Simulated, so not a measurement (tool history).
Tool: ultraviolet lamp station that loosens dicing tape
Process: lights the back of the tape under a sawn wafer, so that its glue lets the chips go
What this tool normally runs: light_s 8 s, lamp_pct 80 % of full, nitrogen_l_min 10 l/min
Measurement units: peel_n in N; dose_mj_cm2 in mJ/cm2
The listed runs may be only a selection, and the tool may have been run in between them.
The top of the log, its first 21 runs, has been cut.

run 22 hour=956.0 | light_s=8 lamp_pct=78 nitrogen_l_min=15 | peel_n=0.340 dose_mj_cm2=197
run 23 hour=1003.7 | light_s=8 lamp_pct=78 nitrogen_l_min=15 | peel_n=0.347 dose_mj_cm2=196
run 24 hour=1054.0 | light_s=5 lamp_pct=70 nitrogen_l_min=3 | peel_n=1.909 dose_mj_cm2=104
run 25 hour=1105.8 | light_s=8 lamp_pct=78 nitrogen_l_min=10 | peel_n=0.465 dose_mj_cm2=189
run 26 hour=1166.4 | light_s=6 lamp_pct=80 nitrogen_l_min=15 | peel_n=0.630 dose_mj_cm2=141
run 27 hour=1233.6 | light_s=5 lamp_pct=80 nitrogen_l_min=3 | peel_n=1.843 dose_mj_cm2=115
run 28 hour=1282.5 | light_s=7 lamp_pct=60 nitrogen_l_min=10 | peel_n=1.020 dose_mj_cm2=120
run 29 hour=1335.1 | light_s=8 lamp_pct=77 nitrogen_l_min=4 | peel_n=0.984 dose_mj_cm2=169
run 30 hour=1386.1 | light_s=5 lamp_pct=61 nitrogen_l_min=10 | peel_n=1.620 dose_mj_cm2=85
run 31 hour=1418.1 | light_s=8 lamp_pct=80 nitrogen_l_min=5 | peel_n=0.811 dose_mj_cm2=179
run 32 hour=1448.3 | light_s=5 lamp_pct=85 nitrogen_l_min=19 | peel_n=0.791 dose_mj_cm2=120
run 33 hour=1481.3 | light_s=5 lamp_pct=85 nitrogen_l_min=19 | peel_n=0.798 dose_mj_cm2=116
run 34 hour=1522.4 | light_s=7 lamp_pct=80 nitrogen_l_min=10 | peel_n=0.725 dose_mj_cm2=151
-- hour=1529.5 window cleaned of glue's vapour
run 35 hour=1574.5 | light_s=7 lamp_pct=97 nitrogen_l_min=5 | peel_n=0.671 dose_mj_cm2=207
run 36 hour=1606.0 | light_s=6 lamp_pct=80 nitrogen_l_min=10 | peel_n=0.799 dose_mj_cm2=148
run 37 hour=1650.7 | light_s=5 lamp_pct=80 nitrogen_l_min=9 | peel_n=1.091 dose_mj_cm2=118
run 38 hour=1681.9 | light_s=5 lamp_pct=80 nitrogen_l_min=9 | peel_n=1.126 dose_mj_cm2=117
run 39 hour=1722.5 | light_s=5 lamp_pct=80 nitrogen_l_min=6 | peel_n=1.355 dose_mj_cm2=121
run 40 hour=1788.6 | light_s=5 lamp_pct=63 nitrogen_l_min=3 | peel_n=2.318 dose_mj_cm2=92
run 41 hour=1826.1 | light_s=6 lamp_pct=61 nitrogen_l_min=20 | peel_n=0.964 dose_mj_cm2=104
run 42 hour=1870.6 | light_s=6 lamp_pct=61 nitrogen_l_min=20 | peel_n=0.962 dose_mj_cm2=101
run 43 hour=1906.1 | light_s=6 lamp_pct=61 nitrogen_l_min=20 | peel_n=0.997 dose_mj_cm2=103
run 44 hour=1941.8 | light_s=12 lamp_pct=95 nitrogen_l_min=10 | peel_n=0.187 dose_mj_cm2=309

What if the next run were any one of these 3? Each begins from the tool's condition after run 44:
run A hour=1989.4 | light_s=13 lamp_pct=95 nitrogen_l_min=10 | peel_n=? dose_mj_cm2=?
run B hour=1989.4 | light_s=4 lamp_pct=95 nitrogen_l_min=17 | peel_n=? dose_mj_cm2=?
run C hour=1989.4 | light_s=8 lamp_pct=80 nitrogen_l_min=8 | peel_n=? dose_mj_cm2=?

run=A peel_n=0.169 dose_mj_cm2=332
run=B peel_n=1.052 dose_mj_cm2=105
run=C peel_n=0.645 dose_mj_cm2=173
Take away the tool's hidden state, keep each run's random variation, and the runs would have read:
run=A peel_n=0.128 dose_mj_cm2=466
run=B peel_n=0.604 dose_mj_cm2=147
run=C peel_n=0.339 dose_mj_cm2=242
